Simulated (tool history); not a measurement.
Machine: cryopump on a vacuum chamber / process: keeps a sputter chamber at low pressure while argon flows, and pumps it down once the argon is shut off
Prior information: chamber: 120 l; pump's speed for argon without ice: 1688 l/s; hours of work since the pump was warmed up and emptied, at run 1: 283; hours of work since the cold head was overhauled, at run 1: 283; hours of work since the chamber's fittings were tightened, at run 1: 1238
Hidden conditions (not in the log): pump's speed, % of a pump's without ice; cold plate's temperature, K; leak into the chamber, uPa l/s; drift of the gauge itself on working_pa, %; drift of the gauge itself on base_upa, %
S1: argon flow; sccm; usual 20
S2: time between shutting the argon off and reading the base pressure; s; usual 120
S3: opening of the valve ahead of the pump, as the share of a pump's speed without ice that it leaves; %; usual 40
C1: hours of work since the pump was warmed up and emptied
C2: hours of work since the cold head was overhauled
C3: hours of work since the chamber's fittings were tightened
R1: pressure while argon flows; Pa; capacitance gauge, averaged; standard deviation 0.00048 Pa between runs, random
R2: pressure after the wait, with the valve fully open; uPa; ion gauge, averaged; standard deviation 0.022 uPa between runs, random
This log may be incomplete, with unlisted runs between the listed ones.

run 1 hour=0 | S1=20 S2=120 S3=40 | C1=283 C2=283 C3=1238 | R1=0.0524 R2=1.33
run 2 hour=17.8 | S1=20 S2=120 S3=40 | C1=298 C2=298 C3=1253 | R1=0.0529 R2=1.39
run 3 hour=28.7 | S1=20 S2=120 S3=40 | C1=307 C2=307 C3=1262 | R1=0.0516 R2=1.38
run 4 hour=42 | S1=20 S2=99 S3=40 | C1=318 C2=318 C3=1273 | R1=0.0535 R2=1.47
run 5 hour=59.8 | S1=20 S2=99 S3=40 | C1=333 C2=333 C3=1288 | R1=0.053 R2=1.52
run 6 hour=72.6 | S1=20 S2=99 S3=40 | C1=344 C2=344 C3=1299 | R1=0.0531 R2=1.48
run 7 hour=85.5 | S1=20 S2=99 S3=40 | C1=354 C2=354 C3=1310 | R1=0.0525 R2=1.5
run 8 hour=99.1 | S1=20 S2=99 S3=40 | C1=366 C2=366 C3=1321 | R1=0.0524 R2=1.5
run 9 hour=116.7 | S1=20 S2=99 S3=40 | C1=380 C2=380 C3=1335 | R1=0.0522 R2=1.51
run 10 hour=134.4 | S1=19 S2=120 S3=47 | C1=395 C2=395 C3=1350 | R1=0.0438 R2=1.44
run 11 hour=149.7 | S1=24 S2=26 S3=40 | C1=408 C2=408 C3=1363 | R1=0.065 R2=3.28
run 12 hour=159.6 | S1=24 S2=26 S3=20 | C1=416 C2=416 C3=1371 | R1=0.1247 R2=3.16
run 13 hour=170.5 | S1=20 S2=55 S3=33 | C1=425 C2=425 C3=1380 | R1=0.0643 R2=2.15
run 14 hour=179.2 | S1=21 S2=151 S3=57 | C1=432 C2=432 C3=1387 | R1=0.0415 R2=1.37
run 15 hour=193 | S1=21 S2=151 S3=57 | C1=444 C2=444 C3=1399 | R1=0.0416 R2=1.38
run 16 hour=204.6 | S1=21 S2=151 S3=41 | C1=453 C2=453 C3=1408 | R1=0.0556 R2=1.36
run 17 hour=217.5 | S1=19 S2=120 S3=33 | C1=464 C2=464 C3=1419 | R1=0.0617 R2=1.5
run 18 hour=225.9 | S1=19 S2=54 S3=17 | C1=471 C2=471 C3=1426 | R1=0.1156 R2=2.16

Alternative continuations, all from the tool just after run 18; predict every row:
run A hour=240.1 | S1=26 S2=64 S3=40 | C1=483 C2=483 C3=1438 | R1=? R2=?
run B hour=240.1 | S1=19 S2=61 S3=17 | C1=483 C2=483 C3=1438 | R1=? R2=?
run C hour=240.1 | S1=35 S2=54 S3=20 | C1=483 C2=483 C3=1438 | R1=? R2=?

run=A R1=0.0705 R2=1.93
run=B R1=0.1174 R2=2.03
run=C R1=0.1836 R2=2.12
Take away the tool's hidden state, keep each run's random variation, and the runs would have read:
run=A R1=0.0647 R2=1.09
run=B R1=0.1132 R2=1.17
run=C R1=0.1757 R2=1.27

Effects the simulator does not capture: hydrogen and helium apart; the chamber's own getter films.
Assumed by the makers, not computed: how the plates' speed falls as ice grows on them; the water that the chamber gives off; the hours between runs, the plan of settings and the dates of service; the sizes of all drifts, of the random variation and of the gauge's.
